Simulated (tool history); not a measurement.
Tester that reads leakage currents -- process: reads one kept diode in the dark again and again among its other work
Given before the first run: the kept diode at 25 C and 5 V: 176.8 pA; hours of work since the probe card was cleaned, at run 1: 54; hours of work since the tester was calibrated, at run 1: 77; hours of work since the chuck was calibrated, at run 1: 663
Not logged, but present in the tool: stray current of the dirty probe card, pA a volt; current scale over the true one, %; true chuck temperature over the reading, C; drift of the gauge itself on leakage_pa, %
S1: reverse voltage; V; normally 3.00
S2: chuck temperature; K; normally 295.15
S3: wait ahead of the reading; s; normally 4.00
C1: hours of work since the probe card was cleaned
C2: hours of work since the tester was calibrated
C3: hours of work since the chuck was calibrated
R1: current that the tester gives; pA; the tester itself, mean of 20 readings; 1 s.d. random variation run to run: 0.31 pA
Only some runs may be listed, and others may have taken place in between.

run   hour     S1      S2    S3   C1   C2   C3      R1
  1    0.0   3.00  295.15  4.00   54   77  663  110.00
  2   20.4   3.00  296.15  4.00   68   91  677  120.05
  3   34.7   3.00  296.15  1.14   78  101  686  121.36
  4   50.5   3.00  296.15  1.14   88  112  697  121.14
  5   77.4   3.00  296.15  1.14  107  130  716  121.40
  6  107.6   3.00  296.15  1.14  127  151  736  121.73
  7  136.9   8.60  295.15  4.00  147  171  756  196.69
  8  165.1   3.00  295.15  4.00  166  190  775  111.78
  9  178.7  15.11  307.15  4.00  175  199  784  779.52
 10  198.0  15.11  307.15  4.00  189  212  797  779.70
     203.5  -- probe card cleaned and baked
 11  214.9   1.18  295.15  0.95    8  221  807   68.45
 12  234.3   1.18  295.15  0.95   21  235  820   68.13
 13  256.6   1.39  319.15  0.57   36  250  835  588.20
 14  275.9   3.09  311.15  0.57   49  263  848  468.99

The next listed run, before its measurement:
 15  291.7  1.77  329.15  6.00  60  274  859   ?

R1: 1455.79 pA
Minus the tool's unlogged condition, the same run would have read R1 1355.57 pA.

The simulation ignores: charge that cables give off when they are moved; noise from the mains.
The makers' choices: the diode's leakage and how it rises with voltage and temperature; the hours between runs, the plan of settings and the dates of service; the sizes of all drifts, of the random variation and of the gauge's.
